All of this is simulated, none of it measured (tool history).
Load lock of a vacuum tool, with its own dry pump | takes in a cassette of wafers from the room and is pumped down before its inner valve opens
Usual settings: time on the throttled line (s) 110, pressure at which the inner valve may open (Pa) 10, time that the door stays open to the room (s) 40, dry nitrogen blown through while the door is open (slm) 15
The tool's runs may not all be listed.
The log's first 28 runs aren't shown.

run	day	time on the throttled line (s)	pressure at which the inner valve may open (Pa)	time that the door stays open to the room (s)	dry nitrogen blown through while the door is open (slm)	incoming humidity of the room's air, %	time from the closed door until the inner valve may open (s)	rise of the pressure with all valves shut (Pa/min)
29	338.408	75	12	236	40	45.4	133.5	0.129
30	351.962	82	13	236	40	45.3	140.6	0.134
31	361.488	110	9	40	5	45.1	167.2	0.145
32	374.833	110	9	40	5	48.5	168.2	0.155
33	383.258	110	10	40	10	46.8	167.6	0.150
34	391.879	90	10	40	10	42.7	148.4	0.151
35	404.175	122	9	40	10	46.6	176.5	0.160
36	414.908	97	8	124	40	46.4	158.6	0.159

5 ways to go on from here, each from the tool as it stands after run 36. What would each give?
A	426.717	73	8	42	40	47.3	?	?
B	426.717	79	10	70	15	46.8	?	?
C	426.717	77	8	124	26	45.8	?	?
D	426.717	86	13	40	25	45.5	?	?
E	426.717	163	13	124	5	44.7	?	?

run	time from the closed door until the inner valve may open (s)	rise of the pressure with all valves shut (Pa/min)
A	137.8	0.156
B	140.7	0.164
C	140.8	0.169
D	145.2	0.161
E	210.9	0.192
Without the tool's hidden state the same runs would have given:
run	time from the closed door until the inner valve may open (s)	rise of the pressure with all valves shut (Pa/min)
A	129.0	0.016
B	132.1	0.025
C	132.0	0.030
D	137.2	0.021
E	204.4	0.053

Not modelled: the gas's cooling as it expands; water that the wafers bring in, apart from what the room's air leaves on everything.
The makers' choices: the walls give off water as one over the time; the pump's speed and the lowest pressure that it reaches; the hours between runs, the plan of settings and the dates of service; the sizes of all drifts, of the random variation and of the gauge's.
